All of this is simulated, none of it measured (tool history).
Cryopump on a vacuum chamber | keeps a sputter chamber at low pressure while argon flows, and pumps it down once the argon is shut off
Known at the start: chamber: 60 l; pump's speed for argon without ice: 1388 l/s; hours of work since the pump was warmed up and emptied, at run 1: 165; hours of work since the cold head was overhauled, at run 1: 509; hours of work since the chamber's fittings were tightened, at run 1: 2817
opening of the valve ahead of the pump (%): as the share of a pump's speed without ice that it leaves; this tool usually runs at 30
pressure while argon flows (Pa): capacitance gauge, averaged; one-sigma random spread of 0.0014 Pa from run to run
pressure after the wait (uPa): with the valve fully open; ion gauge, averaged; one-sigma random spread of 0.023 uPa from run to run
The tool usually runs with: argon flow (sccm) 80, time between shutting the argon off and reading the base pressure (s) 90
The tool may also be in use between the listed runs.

| run | day | argon flow (sccm) | time between shutting the argon off and reading the base pressure (s) | opening of the valve ahead of the pump (%) | hours of work since the pump was warmed up and emptied | hours of work since the cold head was overhauled | hours of work since the chamber's fittings were tightened | pressure while argon flows (Pa) | pressure after the wait (uPa) |
|---|---|---|---|---|---|---|---|---|---|
| 1 | 0 | 80 | 90 | 30 | 165 | 509 | 2817 | 0.3459 | 4.26 |
| 2 | 2.458 | 80 | 44 | 30 | 192 | 535 | 2844 | 0.3477 | 5.15 |
| 3 | 4.65 | 80 | 44 | 30 | 215 | 559 | 2867 | 0.3493 | 4.99 |
| 4 | 7.033 | 80 | 44 | 30 | 241 | 584 | 2893 | 0.3536 | 5.28 |
|  | 8.171 | leaking fittings of the chamber tightened, without venting |
| 5 | 8.583 | 80 | 44 | 30 | 257 | 600 | 4 | 0.3572 | 1.47 |
| 6 | 10.071 | 80 | 44 | 30 | 273 | 616 | 20 | 0.3604 | 1.51 |
| 7 | 12.879 | 158 | 25 | 41 | 303 | 647 | 51 | 0.5496 | 2.49 |
| 8 | 14.762 | 158 | 25 | 41 | 323 | 667 | 71 | 0.5577 | 2.52 |
|  | 16.458 | pump warmed up, emptied and cooled again |
| 9 | 18.062 | 158 | 59 | 31 | 17 | 700 | 104 | 0.625 | 1.17 |

Expected results for the next run?
| 10 | 20.371 | 63 | 90 | 21 | 42 | 725 | 129 | ? | ? |

pressure while argon flows (Pa): 0.3684
pressure after the wait (uPa): 0.92
Without the tool's hidden state the same run would have given pressure while argon flows (Pa) 0.3644, pressure after the wait (uPa) 0.76.
